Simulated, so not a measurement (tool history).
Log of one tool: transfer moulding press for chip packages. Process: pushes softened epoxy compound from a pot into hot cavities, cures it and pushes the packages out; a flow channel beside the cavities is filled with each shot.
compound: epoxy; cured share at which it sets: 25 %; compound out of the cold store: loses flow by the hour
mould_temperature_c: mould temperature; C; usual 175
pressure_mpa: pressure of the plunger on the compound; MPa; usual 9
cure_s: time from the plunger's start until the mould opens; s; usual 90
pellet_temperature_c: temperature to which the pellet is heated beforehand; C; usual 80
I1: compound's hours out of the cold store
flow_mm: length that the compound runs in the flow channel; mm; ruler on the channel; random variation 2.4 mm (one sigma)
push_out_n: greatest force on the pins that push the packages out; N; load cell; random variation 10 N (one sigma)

run 1 hour=0 | mould_temperature_c=175 pressure_mpa=9 cure_s=90 pellet_temperature_c=80 | I1=35.7 | flow_mm=849 push_out_n=771
run 2 hour=13.4 | mould_temperature_c=175 pressure_mpa=9 cure_s=90 pellet_temperature_c=80 | I1=31.6 | flow_mm=860 push_out_n=795
-- hour=27 cavities cleaned with cleaning compound and waxed
run 3 hour=29 | mould_temperature_c=175 pressure_mpa=9 cure_s=97 pellet_temperature_c=80 | I1=47.3 | flow_mm=808 push_out_n=457
run 4 hour=45.7 | mould_temperature_c=175 pressure_mpa=9 cure_s=97 pellet_temperature_c=80 | I1=11.2 | flow_mm=926 push_out_n=597
run 5 hour=70.2 | mould_temperature_c=175 pressure_mpa=7.5 cure_s=90 pellet_temperature_c=80 | I1=35.7 | flow_mm=766 push_out_n=775
-- hour=87.5 cavities cleaned with cleaning compound and waxed
run 6 hour=93.4 | mould_temperature_c=175 pressure_mpa=7.5 cure_s=90 pellet_temperature_c=80 | I1=44.5 | flow_mm=740 push_out_n=548
run 7 hour=113.9 | mould_temperature_c=173 pressure_mpa=9 cure_s=90 pellet_temperature_c=80 | I1=46.7 | flow_mm=800 push_out_n=799
run 8 hour=142.8 | mould_temperature_c=175 pressure_mpa=9 cure_s=90 pellet_temperature_c=80 | I1=46.1 | flow_mm=793 push_out_n=785
-- hour=147.8 cavities cleaned with cleaning compound and waxed
run 9 hour=165.5 | mould_temperature_c=175 pressure_mpa=10.09 cure_s=90 pellet_temperature_c=80 | I1=8.9 | flow_mm=970 push_out_n=683
run 10 hour=190.7 | mould_temperature_c=175 pressure_mpa=9 cure_s=90 pellet_temperature_c=80 | I1=47.2 | flow_mm=787 push_out_n=760
-- hour=208.2 cavities cleaned with cleaning compound and waxed
run 11 hour=213.8 | mould_temperature_c=175 pressure_mpa=9 cure_s=90 pellet_temperature_c=78 | I1=30.8 | flow_mm=830 push_out_n=573
run 12 hour=235 | mould_temperature_c=175 pressure_mpa=9 cure_s=90 pellet_temperature_c=78 | I1=28.9 | flow_mm=833 push_out_n=711
run 13 hour=255.9 | mould_temperature_c=175 pressure_mpa=9 cure_s=90 pellet_temperature_c=76 | I1=11.4 | flow_mm=887 push_out_n=881
-- hour=268.4 cavities cleaned with cleaning compound and waxed
-- hour=282.1 plunger's sealing rings changed
run 14 hour=287.9 | mould_temperature_c=174 pressure_mpa=9 cure_s=90 pellet_temperature_c=76 | I1=17.3 | flow_mm=926 push_out_n=715
run 15 hour=313.2 | mould_temperature_c=174 pressure_mpa=9 cure_s=90 pellet_temperature_c=76 | I1=27.2 | flow_mm=880 push_out_n=836
-- hour=316.8 mould's thermocouples calibrated
-- hour=333.3 cavities cleaned with cleaning compound and waxed
run 16 hour=347.7 | mould_temperature_c=175 pressure_mpa=8.94 cure_s=121 pellet_temperature_c=78 | I1=19 | flow_mm=904 push_out_n=472
run 17 hour=370.3 | mould_temperature_c=175 pressure_mpa=8.94 cure_s=129 pellet_temperature_c=78 | I1=27.8 | flow_mm=863 push_out_n=560
-- hour=392.4 cavities cleaned with cleaning compound and waxed
run 18 hour=397.7 | mould_temperature_c=175 pressure_mpa=8.42 cure_s=120 pellet_temperature_c=78 | I1=19.3 | flow_mm=866 push_out_n=419
-- hour=413.6 mould's thermocouples calibrated, once more
run 19 hour=429.1 | mould_temperature_c=175 pressure_mpa=8.42 cure_s=120 pellet_temperature_c=78 | I1=10.9 | flow_mm=890 push_out_n=533
-- hour=456.1 cavities cleaned with cleaning compound and waxed
run 20 hour=462.3 | mould_temperature_c=176 pressure_mpa=9 cure_s=82 pellet_temperature_c=80 | I1=42.6 | flow_mm=805 push_out_n=593
run 21 hour=489.4 | mould_temperature_c=183 pressure_mpa=9.17 cure_s=90 pellet_temperature_c=86 | I1=31.5 | flow_mm=824 push_out_n=549
-- hour=516.7 cavities cleaned with cleaning compound and waxed
run 22 hour=522.6 | mould_temperature_c=183 pressure_mpa=8.12 cure_s=119 pellet_temperature_c=83 | I1=44.3 | flow_mm=729 push_out_n=402
run 23 hour=547 | mould_temperature_c=172 pressure_mpa=9 cure_s=104 pellet_temperature_c=80 | I1=32.1 | flow_mm=834 push_out_n=653
-- hour=575.9 cavities cleaned with cleaning compound and waxed
run 24 hour=580.8 | mould_temperature_c=175 pressure_mpa=9 cure_s=97 pellet_temperature_c=89 | I1=13.7 | flow_mm=877 push_out_n=499
run 25 hour=596.4 | mould_temperature_c=175 pressure_mpa=9 cure_s=97 pellet_temperature_c=89 | I1=32 | flow_mm=817 push_out_n=578
run 26 hour=612.1 | mould_temperature_c=172 pressure_mpa=8.71 cure_s=123 pellet_temperature_c=81 | I1=11.2 | flow_mm=875 push_out_n=575
-- hour=630.3 plunger's sealing rings changed
-- hour=638.9 cavities cleaned with cleaning compound and waxed
run 27 hour=644.3 | mould_temperature_c=172 pressure_mpa=10.59 cure_s=92 pellet_temperature_c=81 | I1=30.4 | flow_mm=954 push_out_n=624

Forecast each of these 4 alternatives for the next run:
run A hour=672.8 | mould_temperature_c=181 pressure_mpa=8.49 cure_s=130 pellet_temperature_c=81 | I1=44.2 | flow_mm=? push_out_n=?
run B hour=672.8 | mould_temperature_c=177 pressure_mpa=7.45 cure_s=92 pellet_temperature_c=81 | I1=39.8 | flow_mm=? push_out_n=?
run C hour=672.8 | mould_temperature_c=171 pressure_mpa=9 cure_s=90 pellet_temperature_c=80 | I1=46 | flow_mm=? push_out_n=?
run D hour=672.8 | mould_temperature_c=175 pressure_mpa=9 cure_s=123 pellet_temperature_c=80 | I1=40.4 | flow_mm=? push_out_n=?

run=A flow_mm=788 push_out_n=523
run=B flow_mm=758 push_out_n=644
run=C flow_mm=829 push_out_n=963
run=D flow_mm=837 push_out_n=533
Without the tool's hidden state the same runs would have given:
run=A flow_mm=795 push_out_n=351
run=B flow_mm=765 push_out_n=423
run=C flow_mm=836 push_out_n=622
run=D flow_mm=845 push_out_n=356
